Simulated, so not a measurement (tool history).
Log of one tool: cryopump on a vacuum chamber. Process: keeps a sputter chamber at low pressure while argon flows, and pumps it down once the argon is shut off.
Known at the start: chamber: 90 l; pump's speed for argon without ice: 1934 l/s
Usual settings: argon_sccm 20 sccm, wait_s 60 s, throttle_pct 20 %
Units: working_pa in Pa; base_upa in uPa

| run | hour | argon_sccm | wait_s | throttle_pct | working_pa | base_upa |
|---|---|---|---|---|---|---|
| 1 | 0.0 | 20 | 60 | 20 | 0.0896 | 2.57 |
| 2 | 32.7 | 20 | 60 | 20 | 0.0900 | 2.61 |
| 3 | 77.1 | 20 | 60 | 20 | 0.0897 | 2.56 |
| 4 | 127.7 | 20 | 60 | 20 | 0.0900 | 2.66 |
|  | 189.9 | leaking fittings of the chamber tightened, without venting |
| 5 | 196.9 | 20 | 60 | 18 | 0.1003 | 1.29 |
| 6 | 248.7 | 20 | 60 | 18 | 0.1006 | 1.37 |
| 7 | 307.5 | 20 | 60 | 18 | 0.1005 | 1.41 |
| 8 | 348.6 | 37 | 160 | 20 | 0.1688 | 0.67 |
| 9 | 400.7 | 26 | 237 | 17 | 0.1386 | 0.62 |
| 10 | 442.1 | 30 | 42 | 16 | 0.1699 | 1.86 |
| 11 | 485.5 | 30 | 42 | 16 | 0.1708 | 1.89 |
| 12 | 549.1 | 11 | 42 | 33 | 0.0317 | 1.94 |
|  | 565.2 | pump warmed up, emptied and cooled again |
| 13 | 596.2 | 14 | 71 | 20 | 0.0618 | 1.27 |
| 14 | 630.5 | 10 | 46 | 41 | 0.0213 | 1.79 |

Forecast each of these 4 alternatives for the next run:
| A | 691.5 | 10 | 50 | 21 | ? | ? |
| B | 691.5 | 20 | 60 | 20 | ? | ? |
| C | 691.5 | 20 | 122 | 20 | ? | ? |
| D | 691.5 | 18 | 46 | 22 | ? | ? |

| run | working_pa | base_upa |
|---|---|---|
| A | 0.0422 | 1.77 |
| B | 0.0878 | 1.48 |
| C | 0.0882 | 0.98 |
| D | 0.0719 | 1.84 |
Without the tool's hidden state the same runs would have given:
| run | working_pa | base_upa |
|---|---|---|
| A | 0.0417 | 1.51 |
| B | 0.0869 | 1.24 |
| C | 0.0872 | 0.73 |
| D | 0.0711 | 1.59 |
